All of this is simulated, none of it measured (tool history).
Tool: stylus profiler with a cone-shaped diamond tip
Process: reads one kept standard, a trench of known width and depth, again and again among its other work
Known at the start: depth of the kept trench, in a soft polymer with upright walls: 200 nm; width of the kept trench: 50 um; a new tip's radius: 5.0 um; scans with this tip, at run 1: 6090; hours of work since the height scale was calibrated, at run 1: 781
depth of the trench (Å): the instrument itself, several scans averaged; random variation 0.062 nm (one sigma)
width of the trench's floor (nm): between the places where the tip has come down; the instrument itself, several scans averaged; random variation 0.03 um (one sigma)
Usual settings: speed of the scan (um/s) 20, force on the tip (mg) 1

run	hour	speed of the scan (um/s)	force on the tip (mg)	scans with this tip	hours of work since the height scale was calibrated	depth of the trench (Å)	width of the trench's floor (nm)
1	0	20	1	6090	781	2017.5	46240
2	35.5	20	1	6235	800	2017.7	46220
3	58.6	20	1.06	6329	812	2017.6	46260
4	92.8	6	1	6468	829	2016.2	46330
5	128.5	20	1	6613	848	2017.6	46220
6	158.5	35	1	6735	864	2016.7	46090
7	187	20	1.36	6851	879	2020	46150
8	207	24	1	6932	889	2016.8	46200
9	240.5	20	1	7068	907	2017	46130
10	274.1	20	0.33	7205	924	2010.6	46050
11	293	20	0.33	7282	934	2011.8	46070
12	324.3	20	0.33	7409	950	2011.4	46050
13	349.1	6	1.71	7510	963	2022.9	46210
14	377.5	6	1.71	7626	978	2023.1	46200
15	416.5	12	1.35	7784	998	2021.1	46160
16	445.2	12	1.35	7901	1013	2020.3	46110
17	474.5	15	0.7	8020	1029	2015.7	46110
18	500.5	19	1	8126	1042	2017.3	46050
19	526	19	1	8230	1055	2017.8	46050
20	547.1	19	1	8316	1066	2018.2	45990
21	564.8	19	1	8387	1076	2017.4	46010
22	606.8	15	0.42	8558	1098	2011.9	45930

Forecast each of these 4 alternatives for the next run:
A	630.1	22	0.35	8653	1110	?	?
B	630.1	6	1.86	8653	1110	?	?
C	630.1	5	0.53	8653	1110	?	?
D	630.1	6	1.48	8653	1110	?	?

run	depth of the trench (Å)	width of the trench's floor (nm)
A	2011.8	45830
B	2024.3	46030
C	2015.2	46060
D	2022.6	46050
Without the tool's hidden state the same runs would have given:
run	depth of the trench (Å)	width of the trench's floor (nm)
A	2005.5	46930
B	2017.9	47130
C	2008.8	47150
D	2016.2	47140
